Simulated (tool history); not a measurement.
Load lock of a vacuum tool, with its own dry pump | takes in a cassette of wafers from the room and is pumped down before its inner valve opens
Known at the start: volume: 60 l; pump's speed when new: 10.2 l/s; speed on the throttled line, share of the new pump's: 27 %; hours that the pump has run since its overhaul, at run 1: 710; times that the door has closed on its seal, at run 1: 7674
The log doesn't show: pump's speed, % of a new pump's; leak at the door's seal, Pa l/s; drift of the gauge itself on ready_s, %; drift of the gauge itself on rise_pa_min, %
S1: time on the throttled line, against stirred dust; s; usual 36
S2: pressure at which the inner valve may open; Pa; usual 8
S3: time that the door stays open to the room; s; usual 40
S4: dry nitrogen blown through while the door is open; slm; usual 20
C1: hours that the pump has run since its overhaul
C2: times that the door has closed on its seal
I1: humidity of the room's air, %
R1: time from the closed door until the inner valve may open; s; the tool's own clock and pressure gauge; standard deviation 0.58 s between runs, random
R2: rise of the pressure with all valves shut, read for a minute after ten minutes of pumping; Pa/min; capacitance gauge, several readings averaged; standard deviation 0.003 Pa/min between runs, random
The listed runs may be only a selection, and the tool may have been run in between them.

run,hour,S1,S2,S3,S4,C1,C2,I1,R1,R2
1,0.0,36,8,40,20,710,7674,48.4,82.0,0.064
2,49.7,52,8,40,20,760,7917,48.0,94.2,0.064
3,120.4,52,8,40,20,830,8262,40.4,93.9,0.064
4,197.0,52,8,40,9,907,8637,44.7,95.5,0.077
5,243.3,36,8,40,20,953,8863,45.7,83.2,0.071
6,346.6,36,8,40,20,1057,9368,45.1,82.7,0.067
7,398.6,36,8,40,9,1109,9622,46.4,82.3,0.087
8,476.7,36,8,40,9,1187,10004,47.4,83.1,0.083
9,575.5,36,8,34,20,1286,10487,49.6,83.0,0.077
10,638.1,36,8,34,20,1348,10793,48.2,83.5,0.078
11,722.5,36,8,34,20,1433,11205,45.0,82.7,0.078
12,824.0,29,8,40,20,1534,11702,48.0,77.3,0.093
13,867.7,36,6,40,20,1578,11915,45.5,84.6,0.090
14,971.0,36,6,40,20,1681,12420,44.1,83.9,0.094
15,1028.6,36,6,40,20,1739,12702,44.7,85.8,0.091
16,1094.3,36,6,40,20,1804,13023,48.2,85.0,0.099
17,1168.5,36,6,40,20,1879,13386,49.5,85.3,0.094
18,1228.6,36,6,40,20,1939,13679,46.2,84.6,0.095
19,1273.8,36,8,40,20,1984,13900,45.3,82.7,0.094
20,1339.3,19,13,154,8,2049,14221,45.0,67.9,0.184
21,1431.9,19,10,125,8,2142,14673,46.9,69.7,0.179
22,1538.0,19,10,125,8,2248,15192,43.0,69.5,0.167
23,1605.4,19,10,125,8,2316,15522,46.6,69.6,0.177
24,1694.4,24,8,40,29,2404,15956,43.7,74.2,0.107
25,1779.8,24,8,40,29,2490,16374,45.5,73.5,0.107
26,1857.3,25,8,26,21,2567,16753,45.4,76.0,0.112
27,1949.7,25,8,26,21,2660,17204,45.8,74.8,0.114
28,2044.0,46,8,97,20,2754,17665,45.4,90.9,0.155
29,2148.9,65,11,108,20,2859,18178,44.9,102.5,0.163
30,2200.9,65,11,108,20,2911,18432,43.7,101.8,0.161
31,2260.5,65,11,108,20,2971,18724,47.0,103.6,0.169
32,2365.6,36,15,40,20,3076,19237,46.3,79.3,0.140
33,2453.8,36,15,40,20,3164,19669,42.4,79.5,0.139
34,2547.0,36,7,203,20,3257,20124,43.4,84.7,0.218
35,2629.9,48,10,60,5,3340,20530,49.3,90.9,0.190
36,2687.8,48,12,58,5,3398,20812,44.3,90.0,0.172
37,2735.3,36,10,40,40,3445,21045,47.1,83.1,0.147

Measured less the same run without the tool's hidden state. The same run-to-run variation is in both; the gauge's scatter may not be:
run,R1,R2
1,-0.1,+0.030
2,-0.2,+0.031
3,+0.0,+0.034
4,-0.1,+0.036
5,+0.0,+0.036
6,+0.0,+0.039
7,+0.1,+0.040
8,+0.1,+0.042
9,+0.1,+0.045
10,+0.2,+0.046
11,+0.3,+0.048
12,+0.3,+0.051
13,+0.4,+0.052
14,+0.4,+0.057
15,+0.6,+0.057
16,+0.6,+0.060
17,+0.6,+0.060
18,+0.6,+0.063
19,+0.6,+0.066
20,+0.6,+0.068
21,+0.7,+0.070
22,+0.7,+0.074
23,+0.7,+0.076
24,+0.8,+0.081
25,+0.8,+0.082
26,+0.9,+0.085
27,+1.0,+0.088
28,+0.9,+0.091
29,+0.8,+0.095
30,+0.9,+0.096
31,+0.9,+0.100
32,+1.1,+0.103
33,+1.1,+0.107
34,+1.2,+0.112
35,+1.2,+0.116
36,+1.2,+0.114
37,+1.5,+0.118

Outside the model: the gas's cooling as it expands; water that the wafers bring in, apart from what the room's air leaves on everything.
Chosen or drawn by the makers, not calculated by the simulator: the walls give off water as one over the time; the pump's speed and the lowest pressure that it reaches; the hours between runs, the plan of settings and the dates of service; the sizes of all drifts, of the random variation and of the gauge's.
